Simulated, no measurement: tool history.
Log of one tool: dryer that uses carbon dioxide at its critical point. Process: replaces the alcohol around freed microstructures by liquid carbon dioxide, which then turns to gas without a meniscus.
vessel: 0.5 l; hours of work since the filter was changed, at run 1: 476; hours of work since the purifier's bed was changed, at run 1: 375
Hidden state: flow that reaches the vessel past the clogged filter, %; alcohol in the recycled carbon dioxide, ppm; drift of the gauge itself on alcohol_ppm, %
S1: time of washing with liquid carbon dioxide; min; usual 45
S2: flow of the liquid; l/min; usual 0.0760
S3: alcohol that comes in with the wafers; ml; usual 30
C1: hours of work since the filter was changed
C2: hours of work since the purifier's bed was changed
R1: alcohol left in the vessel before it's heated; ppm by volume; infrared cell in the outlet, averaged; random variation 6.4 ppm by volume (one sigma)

run     day  S1      S2   S3   C1   C2    R1
  1   0.000  45  0.0760   30  476  375   408
  2   0.346  45  0.0760   30  480  379   397
  3   0.800  32  0.0760   30  486  384  1641
  4   1.571  32  0.0760   30  495  394  1677
  5   2.238  55  0.0760   30  504  402   156
  6   2.629  55  0.0760   30  508  407   158
  7   3.121  31  0.0760   30  514  413  1871
      3.221  -- inlet filter changed
  8   3.717  31  0.0760   30    6  420  1515
  9   4.246  45  0.0760   30   13  426   304
 10   4.596  34  0.0760   30   17  431  1059
 11   5.308  34  0.0760   30   26  439  1058
 12   5.821  34  0.1097   30   32  446   224
 13   6.454  34  0.1097   30   40  454   217
 14   6.842  49  0.0463   88   45  458  4754
 15   7.583  45  0.0463   20   54  467  1430
 16   8.125  64  0.0633   55   60  474   227
 17   8.721  30  0.1119   95   68  482  1083
 18   9.367  40  0.0526   45   76  489  3187
 19   9.917  45  0.0583   72   82  496  2291
 20  10.433  47  0.0760  101   89  503   800
 21  10.925  47  0.0661   47   95  509   735
 22  11.483  64  0.0832   23  102  516    69
 23  11.979  64  0.0832   23  108  522    61
 24  12.325  28  0.1222   58  112  526   633
 25  12.683  45  0.0540   27  117  530  1190
 26  13.325  45  0.0851   27  124  538   191

Hidden state at the last listed run before each entry between runs and at the first one after, where it differs:
Between runs 7 and 8: inlet filter changed (day 3.221)
  flow that reaches the vessel past the clogged filter, %: 93.5 -> 99.8; alcohol in the recycled carbon dioxide, ppm: 39.8 -> 40.3
  measured less the result without the state, R1: +428 -> +47 ppm by volume
